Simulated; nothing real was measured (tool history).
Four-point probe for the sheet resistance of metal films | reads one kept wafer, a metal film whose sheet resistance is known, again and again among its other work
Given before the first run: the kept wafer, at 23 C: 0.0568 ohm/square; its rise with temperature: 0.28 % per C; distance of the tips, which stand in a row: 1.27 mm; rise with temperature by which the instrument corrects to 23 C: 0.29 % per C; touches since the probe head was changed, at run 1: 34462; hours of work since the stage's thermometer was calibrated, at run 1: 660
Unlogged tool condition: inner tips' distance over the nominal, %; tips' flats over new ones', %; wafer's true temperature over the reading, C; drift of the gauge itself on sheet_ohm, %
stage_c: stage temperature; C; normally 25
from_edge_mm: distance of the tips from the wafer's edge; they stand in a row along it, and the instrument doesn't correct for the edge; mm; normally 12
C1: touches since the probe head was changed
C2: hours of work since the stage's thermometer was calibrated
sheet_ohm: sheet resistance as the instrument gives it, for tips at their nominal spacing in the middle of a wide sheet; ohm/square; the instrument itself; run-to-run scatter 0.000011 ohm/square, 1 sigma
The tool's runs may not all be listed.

{"run": 1, "hour": 0.0, "stage_c": 25, "from_edge_mm": 12, "C1": 34462, "C2": 660, "sheet_ohm": 0.057228}
{"run": 2, "hour": 78.8, "stage_c": 18, "from_edge_mm": 12, "C1": 37056, "C2": 697, "sheet_ohm": 0.057322}
{"run": 3, "hour": 124.3, "stage_c": 18, "from_edge_mm": 12, "C1": 38554, "C2": 718, "sheet_ohm": 0.05732}
{"run": 4, "hour": 174.9, "stage_c": 31, "from_edge_mm": 12, "C1": 40220, "C2": 742, "sheet_ohm": 0.057202}
{"run": 5, "hour": 238.8, "stage_c": 31, "from_edge_mm": 12, "C1": 42321, "C2": 772, "sheet_ohm": 0.057227}
{"run": 6, "hour": 283.3, "stage_c": 31, "from_edge_mm": 12, "C1": 43788, "C2": 793, "sheet_ohm": 0.05722}
{"run": 7, "hour": 360.2, "stage_c": 31, "from_edge_mm": 12, "C1": 46317, "C2": 829, "sheet_ohm": 0.057262}
{"run": 8, "hour": 437.0, "stage_c": 24, "from_edge_mm": 12, "C1": 48845, "C2": 865, "sheet_ohm": 0.057334}
{"run": 9, "hour": 494.6, "stage_c": 24, "from_edge_mm": 12, "C1": 50741, "C2": 892, "sheet_ohm": 0.057346}
{"run": 10, "hour": 544.0, "stage_c": 24, "from_edge_mm": 12, "C1": 52367, "C2": 915, "sheet_ohm": 0.057353}
{"run": 11, "hour": 621.4, "stage_c": 25, "from_edge_mm": 12, "C1": 54914, "C2": 951, "sheet_ohm": 0.057339}
{"run": 12, "hour": 686.6, "stage_c": 25, "from_edge_mm": 12, "C1": 57062, "C2": 982, "sheet_ohm": 0.057375}
{"hour": 693.6, "done": "stage's thermometer calibrated"}
{"run": 13, "hour": 749.0, "stage_c": 25, "from_edge_mm": 12, "C1": 59097, "C2": 26, "sheet_ohm": 0.057402}
{"run": 14, "hour": 790.0, "stage_c": 25, "from_edge_mm": 12, "C1": 60448, "C2": 45, "sheet_ohm": 0.057385}
{"run": 15, "hour": 855.4, "stage_c": 19, "from_edge_mm": 12, "C1": 62602, "C2": 76, "sheet_ohm": 0.057505}
{"run": 16, "hour": 936.1, "stage_c": 19, "from_edge_mm": 12, "C1": 65257, "C2": 114, "sheet_ohm": 0.057479}
{"run": 17, "hour": 985.2, "stage_c": 34, "from_edge_mm": 27, "C1": 66872, "C2": 137, "sheet_ohm": 0.057108}
{"hour": 1014.6, "done": "stage's thermometer calibrated, once more"}
{"run": 18, "hour": 1051.2, "stage_c": 18, "from_edge_mm": 3, "C1": 69030, "C2": 17, "sheet_ohm": 0.062153}
{"run": 19, "hour": 1100.0, "stage_c": 18, "from_edge_mm": 65, "C1": 70634, "C2": 40, "sheet_ohm": 0.057187}
{"run": 20, "hour": 1140.9, "stage_c": 21, "from_edge_mm": 20, "C1": 71981, "C2": 59, "sheet_ohm": 0.057275}
{"run": 21, "hour": 1220.9, "stage_c": 18, "from_edge_mm": 4, "C1": 74613, "C2": 97, "sheet_ohm": 0.060131}
{"run": 22, "hour": 1275.0, "stage_c": 31, "from_edge_mm": 4, "C1": 76397, "C2": 122, "sheet_ohm": 0.060011}
{"run": 23, "hour": 1310.5, "stage_c": 23, "from_edge_mm": 6, "C1": 77564, "C2": 139, "sheet_ohm": 0.058509}
{"run": 24, "hour": 1367.9, "stage_c": 25, "from_edge_mm": 3, "C1": 79452, "C2": 166, "sheet_ohm": 0.062143}
{"run": 25, "hour": 1403.0, "stage_c": 25, "from_edge_mm": 3, "C1": 80608, "C2": 182, "sheet_ohm": 0.062117}
{"run": 26, "hour": 1440.8, "stage_c": 25, "from_edge_mm": 3, "C1": 81852, "C2": 200, "sheet_ohm": 0.062184}
{"run": 27, "hour": 1511.2, "stage_c": 25, "from_edge_mm": 3, "C1": 84168, "C2": 233, "sheet_ohm": 0.062164}
{"run": 28, "hour": 1553.7, "stage_c": 25, "from_edge_mm": 3, "C1": 85570, "C2": 253, "sheet_ohm": 0.062192}
{"run": 29, "hour": 1615.9, "stage_c": 25, "from_edge_mm": 6, "C1": 87615, "C2": 282, "sheet_ohm": 0.058555}
{"run": 30, "hour": 1692.8, "stage_c": 25, "from_edge_mm": 6, "C1": 90147, "C2": 318, "sheet_ohm": 0.058563}
{"run": 31, "hour": 1750.5, "stage_c": 23, "from_edge_mm": 8, "C1": 92047, "C2": 345, "sheet_ohm": 0.058017}
{"run": 32, "hour": 1798.5, "stage_c": 23, "from_edge_mm": 8, "C1": 93626, "C2": 368, "sheet_ohm": 0.058022}

Some steps in sheet_ohm between neighbouring runs. How much of each would the tool show without its hidden state too (settings, what came in, random variation), and how much is left for the hidden state, with any gauge scatter that isn't in both results?
Run 12 -> 13: stage's thermometer calibrated. sheet_ohm +0.000027 ohm/square: hidden state +0.000023, all else +0.000004.
Run 17 -> 18: stage_c 34 -> 18, from_edge_mm 27 -> 3, stage's thermometer calibrated, once more. sheet_ohm +0.005045 ohm/square: hidden state -0.000002, all else +0.005047.
Run 18 -> 19: from_edge_mm 3 -> 65. sheet_ohm -0.004966 ohm/square: hidden state -0.000013, all else -0.004953.
Run 20 -> 21: stage_c 21 -> 18, from_edge_mm 20 -> 4. sheet_ohm +0.002856 ohm/square: hidden state +0.000033, all else +0.002823.
Run 23 -> 24: stage_c 23 -> 25, from_edge_mm 6 -> 3. sheet_ohm +0.003634 ohm/square: hidden state +0.000034, all else +0.003600.
Run 28 -> 29: from_edge_mm 3 -> 6. sheet_ohm -0.003637 ohm/square: hidden state -0.000011, all else -0.003626.

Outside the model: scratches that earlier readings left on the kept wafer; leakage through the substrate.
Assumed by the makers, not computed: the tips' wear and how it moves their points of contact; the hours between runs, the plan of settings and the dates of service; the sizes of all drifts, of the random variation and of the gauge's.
